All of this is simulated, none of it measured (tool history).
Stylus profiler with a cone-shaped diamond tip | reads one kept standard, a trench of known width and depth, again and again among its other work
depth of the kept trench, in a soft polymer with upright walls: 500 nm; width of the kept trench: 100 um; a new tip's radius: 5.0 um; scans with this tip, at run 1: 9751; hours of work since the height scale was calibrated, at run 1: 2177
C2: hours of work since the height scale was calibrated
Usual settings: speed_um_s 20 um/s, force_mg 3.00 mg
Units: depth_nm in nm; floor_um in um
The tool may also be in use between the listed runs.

Run 1, hour 0.0: usual settings; scans with this tip 9751; C2 2177. Result: depth_nm 509.95 nm, floor_um 95.54 um.
Run 2, hour 107.0: usual settings but speed_um_s 21 um/s; scans with this tip 10127; C2 2261. Result: depth_nm 509.76 nm, floor_um 95.49 um.
At hour 171.5: height scale calibrated on a step standard.
Run 3, hour 179.8: usual settings but speed_um_s 21 um/s; scans with this tip 10381; C2 6. Result: depth_nm 509.79 nm, floor_um 95.54 um.
Run 4, hour 239.1: usual settings but speed_um_s 21 um/s; scans with this tip 10589; C2 53. Result: depth_nm 509.88 nm, floor_um 95.56 um.
Run 5, hour 346.0: usual settings but speed_um_s 21 um/s, force_mg 3.05 mg; scans with this tip 10965; C2 137. Result: depth_nm 509.78 nm, floor_um 95.57 um.
Run 6, hour 436.7: usual settings but speed_um_s 21 um/s, force_mg 5.13 mg; scans with this tip 11283; C2 208. Result: depth_nm 514.04 nm, floor_um 95.52 um.
Run 7, hour 552.7: usual settings; scans with this tip 11691; C2 299. Result: depth_nm 509.83 nm, floor_um 95.55 um.
Run 8, hour 613.8: usual settings; scans with this tip 11906; C2 347. Result: depth_nm 509.82 nm, floor_um 95.51 um.
Run 9, hour 701.1: usual settings; scans with this tip 12213; C2 416. Result: depth_nm 509.65 nm, floor_um 95.53 um.
Run 10, hour 810.2: usual settings but force_mg 1.57 mg; scans with this tip 12596; C2 501. Result: depth_nm 506.48 nm, floor_um 95.52 um.
Run 11, hour 913.6: usual settings; scans with this tip 12959; C2 582. Result: depth_nm 509.68 nm, floor_um 95.52 um.
Run 12, hour 1000.8: usual settings; scans with this tip 13266; C2 651. Result: depth_nm 509.77 nm, floor_um 95.56 um.
Run 13, hour 1076.1: usual settings but force_mg 1.59 mg; scans with this tip 13530; C2 710. Result: depth_nm 506.48 nm, floor_um 95.50 um.
Run 14, hour 1157.0: usual settings but force_mg 3.83 mg; scans with this tip 13814; C2 773. Result: depth_nm 511.46 nm, floor_um 95.47 um.
Run 15, hour 1236.4: usual settings but force_mg 3.83 mg; scans with this tip 14093; C2 835. Result: depth_nm 511.64 nm, floor_um 95.52 um.
Run 16, hour 1336.7: usual settings but force_mg 3.83 mg; scans with this tip 14446; C2 914. Result: depth_nm 511.25 nm, floor_um 95.55 um.
Run 17, hour 1393.3: usual settings but force_mg 3.83 mg; scans with this tip 14645; C2 959. Result: depth_nm 511.70 nm, floor_um 95.50 um.
Run 18, hour 1455.7: usual settings but force_mg 3.83 mg; scans with this tip 14864; C2 1008. Result: depth_nm 511.57 nm, floor_um 95.54 um.
Run 19, hour 1544.3: usual settings; scans with this tip 15175; C2 1077. Result: depth_nm 509.89 nm, floor_um 95.54 um.
Run 20, hour 1616.3: usual settings but force_mg 2.59 mg; scans with this tip 15428; C2 1134. Result: depth_nm 508.92 nm, floor_um 95.55 um.
Run 21, hour 1737.7: usual settings but force_mg 1.88 mg; scans with this tip 15855; C2 1229. Result: depth_nm 507.21 nm, floor_um 95.47 um.
Run 22, hour 1839.2: usual settings but force_mg 1.88 mg; scans with this tip 16211; C2 1308. Result: depth_nm 507.06 nm, floor_um 95.51 um.
Run 23, hour 1894.5: usual settings but force_mg 6.05 mg; scans with this tip 16406; C2 1352. Result: depth_nm 515.71 nm, floor_um 95.57 um.
Run 24, hour 2005.5: usual settings but speed_um_s 13 um/s; scans with this tip 16795; C2 1439. Result: depth_nm 509.82 nm, floor_um 95.55 um.
Run 25, hour 2069.3: usual settings but speed_um_s 62 um/s, force_mg 7.39 mg; scans with this tip 17020; C2 1489. Result: depth_nm 518.30 nm, floor_um 95.41 um.
Run 26, hour 2130.9: usual settings but speed_um_s 62 um/s, force_mg 7.39 mg; scans with this tip 17236; C2 1537. Result: depth_nm 518.01 nm, floor_um 95.40 um.
Run 27, hour 2184.5: usual settings but speed_um_s 62 um/s, force_mg 7.39 mg; scans with this tip 17425; C2 1579. Result: depth_nm 518.02 nm, floor_um 95.43 um.
Run 28, hour 2268.3: usual settings but speed_um_s 62 um/s, force_mg 7.39 mg; scans with this tip 17719; C2 1645. Result: depth_nm 517.80 nm, floor_um 95.45 um.
Run 29, hour 2346.0: usual settings but speed_um_s 62 um/s, force_mg 7.39 mg; scans with this tip 17992; C2 1706. Result: depth_nm 517.84 nm, floor_um 95.41 um.
Run 30, hour 2465.1: usual settings but speed_um_s 79 um/s, force_mg 7.45 mg; scans with this tip 18411; C2 1799. Result: depth_nm 518.07 nm, floor_um 95.37 um.
Run 31, hour 2544.6: usual settings but speed_um_s 79 um/s, force_mg 7.45 mg; scans with this tip 18690; C2 1862. Result: depth_nm 518.33 nm, floor_um 95.38 um.
Run 32, hour 2639.5: usual settings but speed_um_s 79 um/s, force_mg 7.45 mg; scans with this tip 19023; C2 1936. Result: depth_nm 518.06 nm, floor_um 95.40 um.
Run 33, hour 2698.1: usual settings but speed_um_s 32 um/s, force_mg 1.23 mg; scans with this tip 19229; C2 1982. Result: depth_nm 505.46 nm, floor_um 95.36 um.
Run 34, hour 2795.1: usual settings but force_mg 3.32 mg; scans with this tip 19570; C2 2058. Result: depth_nm 510.38 nm, floor_um 95.52 um.
Run 35, hour 2855.3: usual settings but force_mg 3.32 mg; scans with this tip 19781; C2 2106. Result: depth_nm 510.76 nm, floor_um 95.52 um.
Run 36, hour 2945.3: usual settings but speed_um_s 24 um/s, force_mg 2.31 mg; scans with this tip 20098; C2 2176. Result: depth_nm 508.22 nm, floor_um 95.45 um.
Run 37, hour 3017.5: usual settings but speed_um_s 7 um/s, force_mg 6.60 mg; scans with this tip 20351; C2 2233. Result: depth_nm 516.81 nm, floor_um 95.59 um.
At hour 3117.0: height scale calibrated on a step standard.
Run 38, hour 3119.6: usual settings but speed_um_s 19 um/s, force_mg 3.61 mg; scans with this tip 20708; C2 2. Result: depth_nm 511.20 nm, floor_um 95.58 um.
Run 39, hour 3192.5: usual settings but speed_um_s 48 um/s, force_mg 5.63 mg; scans with this tip 20965; C2 59. Result: depth_nm 515.04 nm, floor_um 95.47 um.
Run 40, hour 3250.9: usual settings but speed_um_s 18 um/s, force_mg 1.74 mg; scans with this tip 21170; C2 105. Result: depth_nm 507.00 nm, floor_um 95.50 um.
Run 41, hour 3368.1: usual settings but speed_um_s 15 um/s, force_mg 3.73 mg; scans with this tip 21581; C2 197. Result: depth_nm 511.57 nm, floor_um 95.56 um.
Run 42, hour 3430.3: usual settings but speed_um_s 76 um/s, force_mg 8.04 mg; scans with this tip 21800; C2 246. Result: depth_nm 519.17 nm, floor_um 95.33 um.
Run 43, hour 3535.9: usual settings but speed_um_s 62 um/s, force_mg 4.09 mg; scans with this tip 22171; C2 329. Result: depth_nm 512.12 nm, floor_um 95.38 um.
Run 44, hour 3637.8: usual settings but speed_um_s 62 um/s, force_mg 4.09 mg; scans with this tip 22529; C2 409. Result: depth_nm 511.98 nm, floor_um 95.36 um.
Run 45, hour 3751.6: usual settings but speed_um_s 62 um/s, force_mg 4.09 mg; scans with this tip 22929; C2 498. Result: depth_nm 512.40 nm, floor_um 95.37 um.
Run 46, hour 3808.1: usual settings but speed_um_s 62 um/s, force_mg 4.09 mg; scans with this tip 23127; C2 542. Result: depth_nm 512.19 nm, floor_um 95.28 um.

4 ways to go on from here, each from the tool as it stands after run 46. What would each give?
Run A, hour 3881.9: usual settings but speed_um_s 23 um/s, force_mg 1.04 mg; scans with this tip 23387; C2 600. Result: depth_nm ?, floor_um ?.
Run B, hour 3881.9: usual settings but speed_um_s 22 um/s, force_mg 7.84 mg; scans with this tip 23387; C2 600. Result: depth_nm ?, floor_um ?.
Run C, hour 3881.9: usual settings but speed_um_s 10 um/s, force_mg 4.09 mg; scans with this tip 23387; C2 600. Result: depth_nm ?, floor_um ?.
Run D, hour 3881.9: usual settings but speed_um_s 6 um/s, force_mg 1.43 mg; scans with this tip 23387; C2 600. Result: depth_nm ?, floor_um ?.

run  depth_nm  floor_um
  A    504.74     95.42
  B    518.74     95.57
  C    512.15     95.60
  D    505.94     95.55
Without the tool's hidden state the same runs would have given:
run  depth_nm  floor_um
  A    504.73     95.44
  B    518.73     95.58
  C    512.14     95.62
  D    505.93     95.57

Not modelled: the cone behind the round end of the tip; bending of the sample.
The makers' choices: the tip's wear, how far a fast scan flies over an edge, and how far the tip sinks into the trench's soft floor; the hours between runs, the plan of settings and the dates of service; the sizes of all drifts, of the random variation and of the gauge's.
